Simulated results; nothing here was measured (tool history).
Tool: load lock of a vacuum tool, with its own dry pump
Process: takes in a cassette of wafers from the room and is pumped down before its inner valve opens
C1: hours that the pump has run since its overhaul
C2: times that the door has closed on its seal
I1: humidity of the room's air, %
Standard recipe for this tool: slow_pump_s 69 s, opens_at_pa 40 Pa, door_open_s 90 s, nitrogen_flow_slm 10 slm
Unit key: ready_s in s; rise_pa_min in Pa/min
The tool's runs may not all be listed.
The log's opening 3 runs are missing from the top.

Run 4, hour 404.8: usual settings; C1 3632; C2 1850; I1 41.4. Result: ready_s 124.5 s, rise_pa_min 0.078 Pa/min.
Run 5, hour 520.0: usual settings; C1 3747; C2 2400; I1 43.1. Result: ready_s 125.0 s, rise_pa_min 0.073 Pa/min.
Run 6, hour 604.8: usual settings; C1 3832; C2 2805; I1 41.9. Result: ready_s 125.1 s, rise_pa_min 0.071 Pa/min.
Run 7, hour 759.9: usual settings; C1 3987; C2 3545; I1 45.5. Result: ready_s 124.8 s, rise_pa_min 0.079 Pa/min.
Run 8, hour 851.9: usual settings; C1 4079; C2 3985; I1 46.5. Result: ready_s 125.4 s, rise_pa_min 0.087 Pa/min.
Run 9, hour 1000.7: usual settings; C1 4227; C2 4695; I1 43.4. Result: ready_s 125.0 s, rise_pa_min 0.080 Pa/min.
Run 10, hour 1150.2: usual settings; C1 4377; C2 5408; I1 42.4. Result: ready_s 125.2 s, rise_pa_min 0.081 Pa/min.
Run 11, hour 1308.8: usual settings; C1 4536; C2 6165; I1 44.5. Result: ready_s 125.4 s, rise_pa_min 0.093 Pa/min.
Run 12, hour 1386.8: usual settings; C1 4614; C2 6538; I1 43.4. Result: ready_s 124.8 s, rise_pa_min 0.080 Pa/min.
Run 13, hour 1507.2: usual settings; C1 4734; C2 7112; I1 46.1. Result: ready_s 125.4 s, rise_pa_min 0.093 Pa/min.
Run 14, hour 1646.5: usual settings; C1 4873; C2 7777; I1 46.2. Result: ready_s 124.8 s, rise_pa_min 0.087 Pa/min.
Run 15, hour 1789.2: usual settings but nitrogen_flow_slm 25 slm; C1 5016; C2 8458; I1 42.2. Result: ready_s 125.9 s, rise_pa_min 0.068 Pa/min.
Run 16, hour 1911.7: usual settings; C1 5138; C2 9043; I1 45.0. Result: ready_s 126.6 s, rise_pa_min 0.093 Pa/min.
Run 17, hour 2015.3: usual settings; C1 5242; C2 9537; I1 40.8. Result: ready_s 125.5 s, rise_pa_min 0.082 Pa/min.
Run 18, hour 2100.4: usual settings but slow_pump_s 95 s; C1 5327; C2 9943; I1 46.9. Result: ready_s 146.7 s, rise_pa_min 0.097 Pa/min.

Expected results for the next run?
Run 19, hour 2270.6: usual settings but slow_pump_s 95 s; C1 5497; C2 10756; I1 44.3. Result: ready_s ?, rise_pa_min ?.

ready_s: 145.4 s
rise_pa_min: 0.096 Pa/min
Had the tool carried no hidden state, the very same run would have given ready_s 143.9 s, rise_pa_min 0.071 Pa/min.

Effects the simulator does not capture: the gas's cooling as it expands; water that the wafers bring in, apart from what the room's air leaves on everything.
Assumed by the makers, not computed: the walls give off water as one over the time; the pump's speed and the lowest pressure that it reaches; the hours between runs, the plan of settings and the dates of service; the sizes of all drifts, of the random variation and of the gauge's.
